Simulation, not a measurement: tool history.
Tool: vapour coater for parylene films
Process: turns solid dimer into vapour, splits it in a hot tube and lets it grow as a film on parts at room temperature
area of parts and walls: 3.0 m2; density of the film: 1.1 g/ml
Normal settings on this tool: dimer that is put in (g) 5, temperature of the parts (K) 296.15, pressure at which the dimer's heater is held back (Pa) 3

run     day  dimer that is put in (g)  temperature of the parts (K)  pressure at which the dimer's heater is held back (Pa)  thickness of the film (nm)
  1       0                         5                        296.15                                                       3                         725
  2   1.358                         5                        296.15                                                       3                         730
  3   2.683                         5                        296.15                                                       3                         728
  4   3.312                         5                        296.15                                                       3                         730
  5   4.317                         5                        296.15                                                       3                         720
  6   5.408                         5                        296.15                                                       3                         718
  7   6.675                         5                        296.15                                                       3                         722
  8   7.388                         5                        296.15                                                       3                         723
  9   8.571                         3                        296.15                                                       3                         427
 10   9.804                         6                        296.15                                                       3                         860
 11   10.65                         4                        296.15                                                       3                         585
 12  11.421                         4                        296.15                                                       3                         587
 13  12.242                         8                        296.15                                                       3                        1152
 14  13.408                         8                        296.15                                                       3                        1157
 15  14.758                         8                        296.15                                                       3                        1152
 16      16                         8                        296.15                                                       3                        1156
 17    16.6                         8                        296.15                                                       3                        1158
 18  17.938                         8                        296.15                                                       3                        1152
     18.704  -- trap's valve overhauled
 19  19.125                         5                        296.15                                                       3                         724
 20  20.304                         5                        296.15                                                       3                         724
 21  21.383                         5                        296.15                                                    7.32                         689
 22  21.992                         5                        296.15                                                       3                         722
 23  22.608                         5                        290.15                                                       3                         956
 24  23.683                         3                        296.15                                                    5.21                         421
 25  24.404                         3                        295.15                                                    5.61                         441
 26  25.704                         7                        299.15                                                    5.61                         846
 27  26.896                         5                        288.15                                                    9.88                         972
 28  28.312                         5                        289.15                                                    2.02                        1031
 29  29.792                         5                        299.15                                                   11.33                         583
 30  30.517                         5                        299.15                                                   11.33                         585
 31  31.167                         6                        290.15                                                    2.66                        1161
 32  32.338                         8                        289.15                                                   11.84                        1478
 33  33.008                         8                        289.15                                                   11.84                        1473
 34  34.167                         3                        296.15                                                       3                         431
 35  35.146                         5                        296.15                                                   11.24                         668
 36  36.042                         2                        288.15                                                    9.26                         389
 37  36.996                         5                        299.15                                                    5.71                         604
 38  38.317                         5                        308.15                                                    6.01                         390
 39  39.088                         5                        307.15                                                    9.88                         398
 40  40.175                         5                        289.15                                                       3                        1001
 41  41.667                         8                        289.15                                                    3.77                        1581
 42  42.533                         8                        289.15                                                    3.77                        1589
 43  43.167                         5                        291.15                                                    9.29                         850
     43.717  -- trap's valve overhauled
 44  44.454                         5                        289.15                                                   10.27                         931
     44.617  -- table's thermometer calibrated
 45  45.367                         2                        293.15                                                   10.84                         314
 46  46.167                         5                        288.15                                                   10.84                         978

5 ways to go on from here, each from the tool as it stands after run 46. What would each give?
  A  47.625                         8                        288.15                                                   10.84                           ?
  B  47.625                         5                        292.15                                                       3                           ?
  C  47.625                         3                        288.15                                                     6.1                           ?
  D  47.625                         5                        294.15                                                   10.84                           ?
  E  47.625                         4                        288.15                                                    9.51                           ?

run  thickness of the film (nm)
  A                        1541
  B                         860
  C                         605
  D                         732
  E                         782
Stripped of hidden state, with their random variation kept, the same runs would have yielded:
run  thickness of the film (nm)
  A                        1542
  B                         861
  C                         605
  D                         732
  E                         783
